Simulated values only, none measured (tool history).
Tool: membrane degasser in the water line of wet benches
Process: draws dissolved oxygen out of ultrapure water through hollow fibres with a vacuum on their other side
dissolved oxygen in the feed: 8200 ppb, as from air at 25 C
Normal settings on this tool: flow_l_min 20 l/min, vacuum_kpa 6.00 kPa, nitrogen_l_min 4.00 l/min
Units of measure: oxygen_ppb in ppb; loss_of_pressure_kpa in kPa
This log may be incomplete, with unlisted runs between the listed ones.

| run | hour | flow_l_min | vacuum_kpa | nitrogen_l_min | oxygen_ppb | loss_of_pressure_kpa |
|---|---|---|---|---|---|---|
| 1 | 0.0 | 20 | 6.00 | 4.00 | 91.5 | 34.87 |
| 2 | 180.7 | 20 | 6.00 | 4.00 | 90.0 | 35.38 |
|  | 300.9 | vacuum gauge calibrated |
| 3 | 472.0 | 20 | 4.67 | 4.00 | 72.6 | 35.35 |
| 4 | 659.3 | 20 | 4.67 | 4.00 | 74.7 | 35.54 |
| 5 | 827.3 | 20 | 4.67 | 4.00 | 73.8 | 35.63 |
| 6 | 1102.3 | 20 | 4.67 | 4.00 | 75.1 | 35.60 |
| 7 | 1310.2 | 20 | 6.00 | 10.51 | 72.8 | 35.43 |
| 8 | 1486.4 | 20 | 6.00 | 10.51 | 71.7 | 35.77 |
|  | 1767.0 | seals of the vacuum lines changed |
| 9 | 1808.5 | 20 | 6.00 | 4.00 | 93.6 | 35.99 |
| 10 | 1969.1 | 24 | 6.00 | 4.00 | 123.9 | 42.98 |
| 11 | 2276.5 | 24 | 6.00 | 4.00 | 121.9 | 42.48 |
| 12 | 2445.0 | 24 | 6.00 | 4.00 | 125.1 | 42.99 |
| 13 | 2729.3 | 20 | 6.00 | 4.00 | 94.3 | 36.16 |
| 14 | 2928.4 | 20 | 6.00 | 2.65 | 110.6 | 36.43 |
| 15 | 3215.8 | 20 | 6.00 | 1.61 | 143.6 | 36.48 |
| 16 | 3423.0 | 20 | 6.00 | 1.61 | 144.1 | 35.79 |
| 17 | 3648.9 | 20 | 6.00 | 1.61 | 143.8 | 36.28 |
| 18 | 3874.1 | 26 | 6.00 | 8.57 | 123.4 | 46.90 |
| 19 | 4086.2 | 18 | 4.00 | 8.57 | 56.8 | 32.59 |
|  | 4111.9 | vacuum gauge calibrated |
| 20 | 4229.4 | 20 | 4.93 | 9.25 | 73.3 | 36.40 |
| 21 | 4418.7 | 26 | 4.04 | 1.99 | 125.5 | 47.36 |
| 22 | 4708.6 | 16 | 6.03 | 6.23 | 61.7 | 29.40 |
| 23 | 4909.0 | 20 | 6.66 | 4.00 | 106.7 | 36.66 |
| 24 | 5054.4 | 21 | 4.00 | 11.47 | 75.7 | 38.27 |
| 25 | 5346.6 | 16 | 8.43 | 4.00 | 95.7 | 29.37 |
| 26 | 5671.9 | 16 | 8.43 | 4.00 | 96.1 | 29.44 |
| 27 | 5995.2 | 26 | 12.71 | 11.52 | 161.1 | 48.22 |
| 28 | 6159.4 | 20 | 8.43 | 7.32 | 103.9 | 37.48 |
| 29 | 6367.3 | 20 | 8.43 | 7.44 | 105.7 | 37.20 |
| 30 | 6672.8 | 20 | 7.43 | 4.00 | 121.4 | 37.30 |
| 31 | 6833.5 | 12 | 5.03 | 8.84 | 33.3 | 22.22 |
| 32 | 7113.1 | 20 | 5.64 | 4.00 | 102.6 | 37.22 |

Here are 3 independent what-if runs from the current tool condition. What would each one return?
| A | 7268.6 | 23 | 5.64 | 4.00 | ? | ? |
| B | 7268.6 | 25 | 10.51 | 2.58 | ? | ? |
| C | 7268.6 | 16 | 14.75 | 4.00 | ? | ? |

| run | oxygen_ppb | loss_of_pressure_kpa |
|---|---|---|
| A | 126.0 | 42.81 |
| B | 268.4 | 46.38 |
| C | 162.5 | 29.49 |
With the hidden condition removed and each run's random variation left untouched, the same runs would have given:
| run | oxygen_ppb | loss_of_pressure_kpa |
|---|---|---|
| A | 100.7 | 40.07 |
| B | 238.2 | 43.39 |
| C | 144.0 | 27.58 |

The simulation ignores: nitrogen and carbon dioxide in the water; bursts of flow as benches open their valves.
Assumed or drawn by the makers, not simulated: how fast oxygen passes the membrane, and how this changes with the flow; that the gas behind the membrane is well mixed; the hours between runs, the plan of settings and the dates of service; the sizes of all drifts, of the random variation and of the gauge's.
